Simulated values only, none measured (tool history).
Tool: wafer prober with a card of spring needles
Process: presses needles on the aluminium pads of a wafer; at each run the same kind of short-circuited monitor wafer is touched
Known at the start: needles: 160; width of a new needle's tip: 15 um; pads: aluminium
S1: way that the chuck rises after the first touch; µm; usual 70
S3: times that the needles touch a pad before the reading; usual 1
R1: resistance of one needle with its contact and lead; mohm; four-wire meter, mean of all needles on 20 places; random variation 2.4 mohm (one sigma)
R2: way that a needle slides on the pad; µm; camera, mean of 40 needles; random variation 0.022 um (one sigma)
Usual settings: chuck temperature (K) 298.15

run 1 hour=0 | S1=70 chuck_temperature_(K)=298.15 S3=1 | R1=359 R2=19.13
-- hour=3.9 tips cleaned on abrasive film
-- hour=16.1 tips cleaned on abrasive film
-- hour=27.1 tips cleaned on abrasive film
-- hour=39.1 tips cleaned on abrasive film
run 2 hour=42.6 | S1=70 chuck_temperature_(K)=305.15 S3=1 | R1=330 R2=19.05
-- hour=51.6 tips cleaned on abrasive film
-- hour=63.3 tips cleaned on abrasive film
run 3 hour=66.1 | S1=70 chuck_temperature_(K)=298.15 S3=2 | R1=302 R2=19.05
-- hour=73.6 tips cleaned on abrasive film
-- hour=84.6 tips cleaned on abrasive film
-- hour=94.6 tips cleaned on abrasive film
-- hour=106.6 tips cleaned on abrasive film
run 4 hour=108 | S1=70 chuck_temperature_(K)=298.15 S3=3 | R1=285 R2=18.96
-- hour=117.7 tips cleaned on abrasive film
-- hour=128 tips cleaned on abrasive film
run 5 hour=137.8 | S1=70 chuck_temperature_(K)=298.15 S3=3 | R1=309 R2=19
-- hour=139.7 tips cleaned on abrasive film
-- hour=149.7 tips cleaned on abrasive film
-- hour=162.1 tips cleaned on abrasive film
run 6 hour=170.2 | S1=70 chuck_temperature_(K)=298.15 S3=3 | R1=307 R2=18.91
-- hour=172.2 tips cleaned on abrasive film
-- hour=184.6 tips cleaned on abrasive film
-- hour=194.6 tips cleaned on abrasive film
run 7 hour=195.3 | S1=70 chuck_temperature_(K)=298.15 S3=3 | R1=276 R2=18.91
-- hour=204.8 tips cleaned on abrasive film
-- hour=216.2 tips cleaned on abrasive film
-- hour=228.5 tips cleaned on abrasive film
run 8 hour=230.5 | S1=70 chuck_temperature_(K)=298.15 S3=1 | R1=314 R2=18.87
-- hour=240.5 tips cleaned on abrasive film
-- hour=251.7 tips cleaned on abrasive film
-- hour=261.7 tips cleaned on abrasive film
run 9 hour=267.9 | S1=70 chuck_temperature_(K)=339.15 S3=1 | R1=360 R2=18.87
-- hour=272.5 tips cleaned on abrasive film
-- hour=284.6 tips cleaned on abrasive film
-- hour=296.3 tips cleaned on abrasive film
-- hour=296.6 height of the first contact set anew
run 10 hour=298 | S1=70 chuck_temperature_(K)=298.15 S3=1 | R1=299 R2=19.18
-- hour=306.9 tips cleaned on abrasive film
-- hour=318 tips cleaned on abrasive film
run 11 hour=318 | S1=70 chuck_temperature_(K)=298.15 S3=1 | R1=285 R2=19.2
-- hour=329.5 tips cleaned on abrasive film
-- hour=339.5 tips cleaned on abrasive film
-- hour=351.9 tips cleaned on abrasive film
run 12 hour=358.7 | S1=70 chuck_temperature_(K)=298.15 S3=1 | R1=355 R2=19.16
-- hour=363.2 tips cleaned on abrasive film
-- hour=375.1 tips cleaned on abrasive film
run 13 hour=376.2 | S1=70 chuck_temperature_(K)=298.15 S3=1 | R1=297 R2=19.17
-- hour=386.2 tips cleaned on abrasive film
-- hour=396.2 tips cleaned on abrasive film
run 14 hour=400.8 | S1=70 chuck_temperature_(K)=298.15 S3=1 | R1=348 R2=19.1
-- hour=408.3 tips cleaned on abrasive film
-- hour=419.9 tips cleaned on abrasive film
run 15 hour=420.4 | S1=70 chuck_temperature_(K)=298.15 S3=1 | R1=289 R2=19.12
-- hour=432.1 tips cleaned on abrasive film
-- hour=444.4 tips cleaned on abrasive film
-- hour=456.6 tips cleaned on abrasive film
run 16 hour=462.7 | S1=86 chuck_temperature_(K)=313.15 S3=2 | R1=308 R2=23.44
-- hour=467.6 tips cleaned on abrasive film
-- hour=478.8 tips cleaned on abrasive film
-- hour=490.7 tips cleaned on abrasive film
run 17 hour=495.3 | S1=86 chuck_temperature_(K)=313.15 S3=2 | R1=304 R2=23.42
-- hour=502.8 tips cleaned on abrasive film
-- hour=512.8 tips cleaned on abrasive film
run 18 hour=515 | S1=70 chuck_temperature_(K)=356.15 S3=1 | R1=324 R2=19.01
-- hour=524.7 tips cleaned on abrasive film
-- hour=536.5 tips cleaned on abrasive film
-- hour=548.4 tips cleaned on abrasive film
run 19 hour=554.9 | S1=70 chuck_temperature_(K)=301.15 S3=1 | R1=359 R2=19
-- hour=558.8 tips cleaned on abrasive film
-- hour=570.9 tips cleaned on abrasive film
-- hour=583.3 tips cleaned on abrasive film
-- hour=594.2 tips cleaned on abrasive film
run 20 hour=594.6 | S1=70 chuck_temperature_(K)=301.15 S3=1 | R1=289 R2=18.97
-- hour=604.6 tips cleaned on abrasive film
-- hour=616.6 tips cleaned on abrasive film
run 21 hour=616.6 | S1=65 chuck_temperature_(K)=333.15 S3=1 | R1=302 R2=17.55
-- hour=627.5 tips cleaned on abrasive film
run 22 hour=634.1 | S1=65 chuck_temperature_(K)=333.15 S3=1 | R1=389 R2=17.55
-- hour=639.1 tips cleaned on abrasive film
-- hour=651 tips cleaned on abrasive film
run 23 hour=658.5 | S1=65 chuck_temperature_(K)=333.15 S3=1 | R1=376 R2=17.5
-- hour=662.5 tips cleaned on abrasive film
-- hour=674.4 tips cleaned on abrasive film
-- hour=686.4 tips cleaned on abrasive film
-- hour=697.4 tips cleaned on abrasive film
run 24 hour=697.4 | S1=85 chuck_temperature_(K)=370.15 S3=1 | R1=296 R2=23
-- hour=707.4 tips cleaned on abrasive film
-- hour=712.7 height of the first contact set anew
-- hour=719.8 tips cleaned on abrasive film
run 25 hour=726 | S1=85 chuck_temperature_(K)=370.15 S3=1 | R1=348 R2=23.36
-- hour=731.1 tips cleaned on abrasive film
-- hour=742.5 tips cleaned on abrasive film
run 26 hour=751.2 | S1=77 chuck_temperature_(K)=360.15 S3=1 | R1=373 R2=21.07
-- hour=753 tips cleaned on abrasive film
-- hour=763 tips cleaned on abrasive film
-- hour=774.2 tips cleaned on abrasive film
run 27 hour=779 | S1=90 chuck_temperature_(K)=298.15 S3=1 | R1=315 R2=24.68
-- hour=785.2 tips cleaned on abrasive film
-- hour=797.3 tips cleaned on abrasive film
-- hour=809.3 tips cleaned on abrasive film
run 28 hour=809.3 | S1=90 chuck_temperature_(K)=369.15 S3=1 | R1=294 R2=24.64
-- hour=821.5 tips cleaned on abrasive film
-- hour=833.5 tips cleaned on abrasive film
run 29 hour=839.5 | S1=70 chuck_temperature_(K)=345.15 S3=1 | R1=361 R2=19.15

Some steps in R1 between neighbouring runs. How much of each would the tool show without its hidden state too (settings, what came in, random variation), and how much is left for the hidden state, with any gauge scatter that isn't in both results?
The hidden state here: debris on the tips, nm; way that the needles fall short of the set height, um; tips' diameter, um; drift of the gauge itself on contact_mohm, %; drift of the gauge itself on scrub_um, %.
Run 21 -> 22: tips cleaned on abrasive film. R1 +87 mohm: hidden state +86, all else +1.
Run 23 -> 24: S1 65 -> 85, chuck temperature (K) 333.15 -> 370.15, tips cleaned on abrasive film, tips cleaned on abrasive film, tips cleaned on abrasive film, tips cleaned on abrasive film. R1 -80 mohm: hidden state -86, all else +6.

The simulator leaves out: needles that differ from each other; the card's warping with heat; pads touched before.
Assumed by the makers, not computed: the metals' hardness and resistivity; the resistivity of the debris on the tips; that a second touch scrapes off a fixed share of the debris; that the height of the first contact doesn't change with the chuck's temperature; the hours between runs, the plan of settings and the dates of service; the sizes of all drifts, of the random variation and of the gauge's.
